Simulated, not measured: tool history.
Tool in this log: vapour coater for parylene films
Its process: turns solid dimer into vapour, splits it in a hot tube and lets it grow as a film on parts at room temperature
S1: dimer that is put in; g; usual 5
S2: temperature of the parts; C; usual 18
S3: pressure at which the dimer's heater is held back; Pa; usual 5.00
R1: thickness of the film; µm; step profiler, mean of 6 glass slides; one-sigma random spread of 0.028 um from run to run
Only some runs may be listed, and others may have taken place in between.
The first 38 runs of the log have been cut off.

| run | hour | S1 | S2 | S3 | R1 |
|---|---|---|---|---|---|
| 39 | 660.3 | 7 | 20 | 5.00 | 3.08 |
| 40 | 682.6 | 7 | 17 | 9.61 | 3.36 |
| 41 | 696.2 | 6 | 12 | 9.65 | 3.56 |
| 42 | 718.1 | 5 | 29 | 2.06 | 1.61 |
| 43 | 733.2 | 5 | 29 | 2.06 | 1.65 |
| 44 | 745.4 | 9 | 18 | 5.00 | 4.33 |
| 45 | 766.9 | 4 | 15 | 5.00 | 2.24 |
| 46 | 781.2 | 2 | 17 | 5.00 | 1.01 |
| 47 | 794.1 | 2 | 17 | 5.00 | 0.99 |

Alternative continuations, all from the tool just after run 47; predict every row:
| A | 814.4 | 2 | 17 | 7.76 | ? |
| B | 814.4 | 5 | 17 | 2.36 | ? |
| C | 814.4 | 3 | 11 | 2.69 | ? |

| run | R1 |
|---|---|
| A | 0.98 |
| B | 2.73 |
| C | 2.02 |
Had the tool no hidden state, the same runs would have come out as:
| run | R1 |
|---|---|
| A | 0.99 |
| B | 2.75 |
| C | 2.03 |
